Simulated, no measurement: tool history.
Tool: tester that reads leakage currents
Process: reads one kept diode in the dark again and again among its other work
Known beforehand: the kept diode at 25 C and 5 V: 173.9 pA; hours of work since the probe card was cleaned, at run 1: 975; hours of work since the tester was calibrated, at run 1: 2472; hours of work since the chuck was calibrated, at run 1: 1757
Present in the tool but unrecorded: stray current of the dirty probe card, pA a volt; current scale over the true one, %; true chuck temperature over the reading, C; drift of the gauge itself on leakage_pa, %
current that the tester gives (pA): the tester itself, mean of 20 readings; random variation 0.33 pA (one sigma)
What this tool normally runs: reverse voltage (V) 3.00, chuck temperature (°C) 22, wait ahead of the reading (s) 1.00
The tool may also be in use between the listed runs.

| run | hour | reverse voltage (V) | chuck temperature (°C) | wait ahead of the reading (s) | hours of work since the probe card was cleaned | hours of work since the tester was calibrated | hours of work since the chuck was calibrated | current that the tester gives (pA) |
|---|---|---|---|---|---|---|---|---|
| 1 | 0.0 | 3.00 | 22 | 1.00 | 975 | 2472 | 1757 | 103.22 |
| 2 | 130.3 | 3.00 | 35 | 1.00 | 1056 | 2553 | 1837 | 276.06 |
| 3 | 242.7 | 3.00 | 35 | 1.00 | 1126 | 2623 | 1907 | 275.83 |
| 4 | 327.9 | 3.00 | 35 | 1.00 | 1178 | 2675 | 1960 | 275.72 |
| 5 | 401.2 | 3.00 | 35 | 0.60 | 1224 | 2721 | 2005 | 276.19 |
| 6 | 490.3 | 3.00 | 35 | 0.60 | 1279 | 2776 | 2060 | 275.59 |
| 7 | 572.5 | 3.00 | 35 | 0.60 | 1330 | 2827 | 2111 | 277.23 |
|  | 663.4 | chuck's temperature calibrated |
| 8 | 718.2 | 8.18 | 22 | 1.00 | 1419 | 2916 | 34 | 156.80 |
| 9 | 843.4 | 3.00 | 22 | 0.97 | 1497 | 2994 | 112 | 98.00 |
| 10 | 974.1 | 16.98 | 22 | 0.97 | 1577 | 3074 | 192 | 221.52 |
|  | 1059.6 | chuck's temperature calibrated, once more |
| 11 | 1090.2 | 3.00 | 22 | 1.00 | 1648 | 3145 | 19 | 113.14 |
| 12 | 1177.4 | 3.00 | 22 | 1.00 | 1702 | 3199 | 73 | 113.13 |
| 13 | 1280.2 | 3.00 | 45 | 1.00 | 1766 | 3263 | 137 | 605.33 |
| 14 | 1416.9 | 3.00 | 22 | 1.00 | 1851 | 3348 | 221 | 111.77 |
| 15 | 1519.0 | 4.73 | 47 | 1.00 | 1914 | 3411 | 285 | 847.67 |
| 16 | 1581.0 | 17.01 | 22 | 0.64 | 1952 | 3449 | 323 | 259.78 |
| 17 | 1666.9 | 17.01 | 22 | 0.64 | 2005 | 3502 | 376 | 257.89 |
| 18 | 1729.3 | 17.01 | 30 | 0.64 | 2044 | 3541 | 415 | 462.39 |
| 19 | 1859.7 | 17.01 | 30 | 0.64 | 2125 | 3622 | 496 | 461.65 |
| 20 | 1939.2 | 17.01 | 30 | 0.64 | 2174 | 3671 | 545 | 460.33 |
| 21 | 2030.4 | 3.00 | 30 | 1.41 | 2230 | 3727 | 601 | 202.32 |
| 22 | 2122.4 | 1.61 | 22 | 1.00 | 2287 | 3784 | 658 | 82.77 |
| 23 | 2239.7 | 2.11 | 22 | 0.99 | 2360 | 3857 | 731 | 93.82 |
| 24 | 2304.3 | 2.11 | 22 | 0.99 | 2400 | 3897 | 771 | 93.31 |
| 25 | 2392.6 | 1.56 | 52 | 0.79 | 2455 | 3952 | 826 | 703.44 |
| 26 | 2451.5 | 1.56 | 52 | 0.79 | 2491 | 3988 | 862 | 701.28 |
| 27 | 2585.8 | 1.19 | 28 | 1.52 | 2574 | 4071 | 945 | 113.05 |
| 28 | 2649.2 | 10.76 | 22 | 3.35 | 2614 | 4111 | 985 | 199.12 |

Here are 5 independent what-if runs from the current tool condition. What would each one return?
| A | 2743.7 | 4.29 | 25 | 0.32 | 2672 | 4169 | 1043 | ? |
| B | 2743.7 | 10.76 | 20 | 0.33 | 2672 | 4169 | 1043 | ? |
| C | 2743.7 | 15.32 | 45 | 4.05 | 2672 | 4169 | 1043 | ? |
| D | 2743.7 | 1.20 | 30 | 1.00 | 2672 | 4169 | 1043 | ? |
| E | 2743.7 | 2.74 | 23 | 1.57 | 2672 | 4169 | 1043 | ? |

| run | current that the tester gives (pA) |
|---|---|
| A | 165.76 |
| B | 180.82 |
| C | 1220.83 |
| D | 131.38 |
| E | 113.15 |
Had the tool no hidden state, the same runs would have come out as:
| run | current that the tester gives (pA) |
|---|---|
| A | 167.34 |
| B | 176.82 |
| C | 1242.25 |
| D | 134.64 |
| E | 114.59 |
